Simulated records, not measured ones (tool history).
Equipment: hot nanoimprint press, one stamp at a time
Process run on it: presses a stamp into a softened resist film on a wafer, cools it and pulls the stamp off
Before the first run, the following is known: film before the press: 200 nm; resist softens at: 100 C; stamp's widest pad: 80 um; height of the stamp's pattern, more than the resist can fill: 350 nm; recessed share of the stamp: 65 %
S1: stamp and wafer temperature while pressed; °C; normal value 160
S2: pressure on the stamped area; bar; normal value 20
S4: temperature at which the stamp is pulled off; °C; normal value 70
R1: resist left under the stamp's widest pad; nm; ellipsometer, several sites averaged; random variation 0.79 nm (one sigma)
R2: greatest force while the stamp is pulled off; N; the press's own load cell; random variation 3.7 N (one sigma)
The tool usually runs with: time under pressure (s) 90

Run 1, hour 0: usual settings. Result: R1 124.6 nm, R2 273 N.
Run 2, hour 5: usual settings. Result: R1 126.3 nm, R2 280 N.
Run 3, hour 11: usual settings. Result: R1 127.1 nm, R2 279 N.
Run 4, hour 16.3: usual settings. Result: R1 127.2 nm, R2 282 N.
Run 5, hour 25.8: usual settings. Result: R1 126.7 nm, R2 277 N.
At hour 39.3: stamp cleaned and given a new release coat.
Run 6, hour 40.4: usual settings. Result: R1 125.7 nm, R2 235 N.
Run 7, hour 49: usual settings. Result: R1 127.2 nm, R2 240 N.
Run 8, hour 59: usual settings. Result: R1 127.6 nm, R2 240 N.
At hour 62.8: plate thermocouple calibrated.
Run 9, hour 69.4: usual settings. Result: R1 115.7 nm, R2 237 N.
Run 10, hour 79.5: usual settings but S4 72 °C. Result: R1 118.5 nm, R2 232 N.
Run 11, hour 84.4: usual settings but S4 72 °C. Result: R1 116.9 nm, R2 233 N.
Run 12, hour 89.4: usual settings but S4 72 °C. Result: R1 117.8 nm, R2 234 N.
Run 13, hour 96.7: usual settings but S4 72 °C. Result: R1 117.8 nm, R2 232 N.
Run 14, hour 105.2: usual settings but S4 72 °C. Result: R1 116 nm, R2 239 N.
Run 15, hour 113.1: usual settings but S4 72 °C. Result: R1 117.2 nm, R2 236 N.
Run 16, hour 119.6: usual settings. Result: R1 117.8 nm, R2 240 N.
Run 17, hour 126.3: usual settings but S1 171 °C, S2 32 bar, time under pressure (s) 59, S4 71 °C. Result: R1 59.8 nm, R2 245 N.
Run 18, hour 136.9: usual settings but S1 171 °C, S2 32 bar, time under pressure (s) 59, S4 71 °C. Result: R1 60.6 nm, R2 244 N.
Run 19, hour 146.1: usual settings but S1 171 °C, S2 32 bar, time under pressure (s) 59, S4 71 °C. Result: R1 61.5 nm, R2 251 N.
Run 20, hour 151.3: usual settings but S1 171 °C, S2 32 bar, time under pressure (s) 59, S4 71 °C. Result: R1 62.6 nm, R2 242 N.
Run 21, hour 158.7: usual settings but S1 171 °C, S2 32 bar, time under pressure (s) 59, S4 71 °C. Result: R1 62.1 nm, R2 245 N.
Run 22, hour 167: usual settings but S1 169 °C, time under pressure (s) 170, S4 56 °C. Result: R1 62.3 nm, R2 274 N.
Run 23, hour 172.7: usual settings but S1 169 °C, S2 15.1 bar, time under pressure (s) 170, S4 60 °C. Result: R1 73.7 nm, R2 258 N.
Run 24, hour 182.8: usual settings but S1 169 °C, S2 15.1 bar, time under pressure (s) 170, S4 60 °C. Result: R1 73.7 nm, R2 265 N.
Run 25, hour 187.6: usual settings but S4 60 °C. Result: R1 118.6 nm, R2 263 N.
Run 26, hour 192.3: usual settings but S2 18.8 bar, time under pressure (s) 119, S4 60 °C. Result: R1 112.6 nm, R2 269 N.
Run 27, hour 200.2: usual settings but S1 158 °C, S2 16.3 bar, time under pressure (s) 121, S4 77 °C. Result: R1 128.6 nm, R2 241 N.
Run 28, hour 209.3: usual settings but S1 158 °C, S2 21.8 bar, time under pressure (s) 121, S4 77 °C. Result: R1 115.6 nm, R2 243 N.
Run 29, hour 216.9: usual settings but S1 158 °C, S2 21.8 bar, time under pressure (s) 62, S4 64 °C. Result: R1 137 nm, R2 267 N.
Run 30, hour 227.5: usual settings but S1 158 °C, S2 21.8 bar, time under pressure (s) 62, S4 64 °C. Result: R1 136.3 nm, R2 262 N.
Run 31, hour 235.6: usual settings but S1 161 °C, S4 69 °C. Result: R1 113.1 nm, R2 264 N.

For some of the steps in R1 from one run to the next: how much would appear even if the tool had no hidden state, given the settings, what came in and random variation, and how much remains for the hidden state plus any gauge scatter that the measured result and the result without hidden state don't share?
Unlogged tool condition in this case: true temperature over the reading, C; pressure that arrives at the usual setting, %; grip of the stamp's worn release coat, % over a new coat's; drift of the gauge itself on residual_nm, %; drift of the gauge itself on pull_off_n, %.
Run 8 -> 9: plate thermocouple calibrated. R1 -11.9 nm: hidden state -10.6, all else -1.3.
Run 16 -> 17: S1 160 -> 171, S2 20 -> 32, time under pressure (s) 90 -> 59, S4 70 -> 71. R1 -58 nm: hidden state +0.4, all else -58.4.
Run 24 -> 25: S1 169 -> 160, S2 15.1 -> 20, time under pressure (s) 170 -> 90. R1 +44.9 nm: hidden state +0.5, all else +44.4.
Run 27 -> 28: S2 16.3 -> 21.8. R1 -13 nm: hidden state +0.5, all else -13.5.
Run 30 -> 31: S1 158 -> 161, S2 21.8 -> 20, time under pressure (s) 62 -> 90, S4 64 -> 69. R1 -23.2 nm: hidden state +0, all else -23.2.
